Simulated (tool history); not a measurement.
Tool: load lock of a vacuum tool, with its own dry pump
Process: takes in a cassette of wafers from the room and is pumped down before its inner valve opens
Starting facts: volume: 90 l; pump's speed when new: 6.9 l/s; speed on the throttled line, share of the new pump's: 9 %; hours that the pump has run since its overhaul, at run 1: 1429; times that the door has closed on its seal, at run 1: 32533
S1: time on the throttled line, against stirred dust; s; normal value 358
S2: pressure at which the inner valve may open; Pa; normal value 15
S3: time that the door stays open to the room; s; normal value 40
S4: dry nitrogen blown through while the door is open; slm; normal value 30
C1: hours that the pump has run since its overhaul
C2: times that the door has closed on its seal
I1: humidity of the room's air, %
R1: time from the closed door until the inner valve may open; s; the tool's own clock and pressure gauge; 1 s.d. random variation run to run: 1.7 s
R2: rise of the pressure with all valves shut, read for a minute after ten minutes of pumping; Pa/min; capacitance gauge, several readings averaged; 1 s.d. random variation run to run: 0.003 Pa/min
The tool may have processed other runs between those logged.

run,day,S1,S2,S3,S4,C1,C2,I1,R1,R2
1,0,358,15,40,30,1429,32533,45.6,444.6,0.262
2,14.808,358,15,40,30,1785,33326,43.5,443.9,0.279
3,24.662,358,15,40,30,2021,33854,39.4,444,0.281
4,41.933,358,15,40,30,2436,34780,43.2,440.1,0.291
5,49.879,614,15,40,30,2626,35206,43.8,680,0.297
6,61.592,614,15,40,30,2907,35833,43.2,677.9,0.303

Predict the results of run 7:
7,69.65,605,15,40,5,3101,36265,44.9,?,?

{"run 7": {"R1": 674.1, "R2": 0.322}}
The same run, on a tool lacking any hidden state, would have yielded R1 672 s, R2 0.032 Pa/min.
